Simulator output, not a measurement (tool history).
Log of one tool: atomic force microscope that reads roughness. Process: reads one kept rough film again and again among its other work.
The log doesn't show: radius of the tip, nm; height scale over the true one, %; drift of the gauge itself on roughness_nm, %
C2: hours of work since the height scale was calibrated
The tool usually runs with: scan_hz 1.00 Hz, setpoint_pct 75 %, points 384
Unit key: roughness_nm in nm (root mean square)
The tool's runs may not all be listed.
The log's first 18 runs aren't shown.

{"run": 19, "day": 6.658, "scan_hz": 1.85, "setpoint_pct": 75, "points": 384, "pictures with this tip": 82, "C2": 214, "roughness_nm": 1.793}
{"run": 20, "day": 6.938, "scan_hz": 1.85, "setpoint_pct": 75, "points": 384, "pictures with this tip": 87, "C2": 217, "roughness_nm": 1.8}
{"run": 21, "day": 7.467, "scan_hz": 1.0, "setpoint_pct": 75, "points": 384, "pictures with this tip": 97, "C2": 222, "roughness_nm": 1.89}
{"run": 22, "day": 7.804, "scan_hz": 1.0, "setpoint_pct": 75, "points": 384, "pictures with this tip": 104, "C2": 226, "roughness_nm": 1.895}
{"run": 23, "day": 8.208, "scan_hz": 0.83, "setpoint_pct": 75, "points": 447, "pictures with this tip": 112, "C2": 230, "roughness_nm": 1.9}
{"run": 24, "day": 8.642, "scan_hz": 3.39, "setpoint_pct": 69, "points": 447, "pictures with this tip": 120, "C2": 235, "roughness_nm": 1.719}
{"run": 25, "day": 8.967, "scan_hz": 3.39, "setpoint_pct": 69, "points": 447, "pictures with this tip": 127, "C2": 239, "roughness_nm": 1.71}
{"run": 26, "day": 9.2, "scan_hz": 3.0, "setpoint_pct": 71, "points": 800, "pictures with this tip": 131, "C2": 241, "roughness_nm": 1.732}
{"run": 27, "day": 9.467, "scan_hz": 1.03, "setpoint_pct": 64, "points": 947, "pictures with this tip": 136, "C2": 244, "roughness_nm": 1.934}
{"run": 28, "day": 9.708, "scan_hz": 1.0, "setpoint_pct": 57, "points": 321, "pictures with this tip": 141, "C2": 247, "roughness_nm": 1.9}
{"run": 29, "day": 10.008, "scan_hz": 1.0, "setpoint_pct": 57, "points": 321, "pictures with this tip": 147, "C2": 250, "roughness_nm": 1.902}
{"run": 30, "day": 10.454, "scan_hz": 1.0, "setpoint_pct": 57, "points": 321, "pictures with this tip": 156, "C2": 255, "roughness_nm": 1.894}
{"run": 31, "day": 10.692, "scan_hz": 1.0, "setpoint_pct": 57, "points": 321, "pictures with this tip": 160, "C2": 258, "roughness_nm": 1.903}
{"run": 32, "day": 11.092, "scan_hz": 1.0, "setpoint_pct": 57, "points": 321, "pictures with this tip": 168, "C2": 262, "roughness_nm": 1.874}
{"run": 33, "day": 11.496, "scan_hz": 2.0, "setpoint_pct": 75, "points": 415, "pictures with this tip": 176, "C2": 266, "roughness_nm": 1.694}
{"run": 34, "day": 11.971, "scan_hz": 1.64, "setpoint_pct": 77, "points": 977, "pictures with this tip": 185, "C2": 272, "roughness_nm": 1.73}
{"run": 35, "day": 12.292, "scan_hz": 0.94, "setpoint_pct": 87, "points": 287, "pictures with this tip": 192, "C2": 275, "roughness_nm": 1.695}
{"run": 36, "day": 12.629, "scan_hz": 0.51, "setpoint_pct": 58, "points": 505, "pictures with this tip": 198, "C2": 279, "roughness_nm": 1.905}
{"run": 37, "day": 12.996, "scan_hz": 1.0, "setpoint_pct": 88, "points": 427, "pictures with this tip": 205, "C2": 283, "roughness_nm": 1.694}
{"run": 38, "day": 13.358, "scan_hz": 1.0, "setpoint_pct": 89, "points": 427, "pictures with this tip": 212, "C2": 287, "roughness_nm": 1.684}
{"run": 39, "day": 13.733, "scan_hz": 2.63, "setpoint_pct": 62, "points": 384, "pictures with this tip": 220, "C2": 291, "roughness_nm": 1.742}
{"run": 40, "day": 14.025, "scan_hz": 1.0, "setpoint_pct": 75, "points": 826, "pictures with this tip": 225, "C2": 294, "roughness_nm": 1.787}
{"run": 41, "day": 14.304, "scan_hz": 1.51, "setpoint_pct": 84, "points": 826, "pictures with this tip": 231, "C2": 297, "roughness_nm": 1.642}

Each row is a separate what-if for the run after 41, all from the same tool condition, not one after another. Results?
{"run": "A", "day": 14.658, "scan_hz": 1.0, "setpoint_pct": 75, "points": 668, "pictures with this tip": 238, "C2": 301, "roughness_nm": "?"}
{"run": "B", "day": 14.658, "scan_hz": 1.0, "setpoint_pct": 76, "points": 406, "pictures with this tip": 238, "C2": 301, "roughness_nm": "?"}
{"run": "C", "day": 14.658, "scan_hz": 0.94, "setpoint_pct": 89, "points": 452, "pictures with this tip": 238, "C2": 301, "roughness_nm": "?"}

run=A roughness_nm=1.770
run=B roughness_nm=1.740
run=C roughness_nm=1.659
Take away the tool's hidden state, keep each run's random variation, and the runs would have read:
run=A roughness_nm=2.018
run=B roughness_nm=1.986
run=C roughness_nm=1.892
